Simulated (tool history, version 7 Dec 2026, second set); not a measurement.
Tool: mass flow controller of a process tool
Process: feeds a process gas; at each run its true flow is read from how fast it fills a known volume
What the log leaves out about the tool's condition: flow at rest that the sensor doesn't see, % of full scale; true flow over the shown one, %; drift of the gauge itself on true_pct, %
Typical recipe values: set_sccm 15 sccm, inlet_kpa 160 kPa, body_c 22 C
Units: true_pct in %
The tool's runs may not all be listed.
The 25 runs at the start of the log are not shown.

run,hour,set_sccm,inlet_kpa,body_c,hours of work since the controller was set to zero,hours of work since the controller was changed,true_pct
26,8015.6,11,190,22,2950,2950,98.66
27,8382.1,16,220,28,3164,3164,98.76
28,8752.8,17,160,21,3380,3380,98.57
29,8966.8,13,221,21,3505,3505,98.58
30,9280.9,15,153,26,3688,3688,98.75
31,9585.1,14,263,36,3866,3866,99.11
32,9818.9,14,263,36,4002,4002,99.07
33,10019.9,15,156,22,4119,4119,98.61
34,10208.1,11,167,20,4229,4229,98.33
35,10549.2,11,167,20,4428,4428,98.22
# hour 10732.3: gauge calibrated
36,10931.8,35,167,36,4651,4651,100.37
37,11355.5,10,159,27,4898,4898,99.42
# hour 11500.2: controller's zero set anew
38,11586.1,5,184,27,50,5032,99.32
39,11916.7,15,160,31,243,5225,99.76
40,12221.9,20,160,20,421,5403,99.26
41,12557,20,160,20,616,5599,99.16
42,12779.7,39,226,21,746,5728,99.39
43,12973.1,45,188,21,859,5841,99.46
44,13252,45,188,21,1022,6004,99.6
45,13524,49,207,22,1180,6163,99.53
46,13963,49,207,22,1436,6419,99.64
47,14271.2,12,147,33,1616,6598,99.73

Below are 5 alternative next runs, each starting from the tool's condition after run 47. Predict each:
A,14652.7,6,233,21,1839,6821,?
B,14652.7,9,272,30,1839,6821,?
C,14652.7,12,250,34,1839,6821,?
D,14652.7,12,161,29,1839,6821,?
E,14652.7,31,245,33,1839,6821,?

run,true_pct
A,98.68
B,99.05
C,99.37
D,99.39
E,99.68
What these runs would have given with no unlogged condition in the tool:
run,true_pct
A,98.97
B,99.36
C,99.68
D,99.7
E,100
